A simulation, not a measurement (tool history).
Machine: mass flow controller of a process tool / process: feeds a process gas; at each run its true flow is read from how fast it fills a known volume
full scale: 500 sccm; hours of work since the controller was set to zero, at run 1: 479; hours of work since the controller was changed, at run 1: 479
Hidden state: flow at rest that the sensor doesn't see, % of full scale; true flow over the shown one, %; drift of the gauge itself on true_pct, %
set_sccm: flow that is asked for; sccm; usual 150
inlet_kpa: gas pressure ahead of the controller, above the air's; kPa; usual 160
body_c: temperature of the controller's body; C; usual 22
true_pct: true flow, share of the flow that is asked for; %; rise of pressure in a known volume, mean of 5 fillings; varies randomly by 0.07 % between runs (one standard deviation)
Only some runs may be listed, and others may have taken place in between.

run,hour,set_sccm,inlet_kpa,body_c,hours of work since the controller was set to zero,hours of work since the controller was changed,true_pct
1,0.0,150,160,22,479,479,99.09
2,344.8,150,160,22,709,709,99.18
3,635.4,150,160,22,902,902,99.18
4,971.3,150,160,22,1126,1126,99.29
5,1254.2,150,160,22,1314,1314,99.13
6,1501.3,150,160,22,1478,1478,99.09
7,1823.9,150,160,22,1693,1693,99.08
8,2059.7,150,163,22,1850,1850,99.11
9,2243.6,150,163,22,1973,1973,98.94
10,2452.4,150,259,22,2112,2112,98.59
11,2771.0,150,259,22,2324,2324,98.63
12,3047.9,150,160,22,2508,2508,99.14
13,3239.0,242,160,22,2635,2635,98.85
14,3493.0,242,160,22,2804,2804,98.69
15,3724.8,150,160,25,2959,2959,98.82
16,3942.9,150,160,25,3104,3104,98.92
17,4192.5,150,160,39,3270,3270,98.09
18,4482.6,150,160,39,3463,3463,98.02
19,4645.5,150,213,39,3572,3572,97.60
20,4937.6,150,213,39,3766,3766,97.62
21,5232.3,150,160,34,3962,3962,98.36
22,5436.1,150,160,34,4098,4098,98.33
23,5656.6,150,160,30,4245,4245,98.59
24,5822.6,437,160,30,4355,4355,97.59
25,6117.9,92,251,22,4552,4552,100.56
26,6306.4,92,251,22,4677,4677,100.52
27,6579.4,241,160,25,4859,4859,97.74
28,6859.5,51,147,22,5045,5045,106.26
29,7052.1,62,147,22,5174,5174,104.52
30,7380.1,189,279,22,5392,5392,97.68
31,7635.2,265,187,30,5562,5562,97.04
32,7918.1,265,187,30,5750,5750,96.93
# hour 8144.3: controller exchanged for a calibrated one
33,8235.7,265,187,39,61,61,98.23
34,8411.4,80,223,32,178,178,97.87
35,8721.6,80,223,32,384,384,97.90
36,8900.5,80,223,32,503,503,98.04
37,9169.6,80,223,32,683,683,98.19
38,9315.7,91,160,25,780,780,98.82
39,9612.2,91,160,25,977,977,98.90
40,9828.7,91,160,25,1121,1121,98.93
41,10151.6,459,236,25,1336,1336,98.93
42,10394.4,52,160,28,1498,1498,100.26
43,10705.4,462,155,39,1705,1705,98.31
44,11045.8,73,145,39,1932,1932,99.09
45,11231.5,73,145,39,2055,2055,99.28
46,11493.8,150,231,22,2230,2230,98.42
47,11726.7,439,192,38,2385,2385,97.84

What if the next run were any one of these 3? Each begins from the tool's condition after run 47:
A,12025.4,439,190,25,2584,2584,?
B,12025.4,439,168,35,2584,2584,?
C,12025.4,103,188,21,2584,2584,?

run,true_pct
A,98.50
B,98.05
C,99.54
Without the tool's hidden state the same runs would have given:
run,true_pct
A,99.76
B,99.31
C,98.57
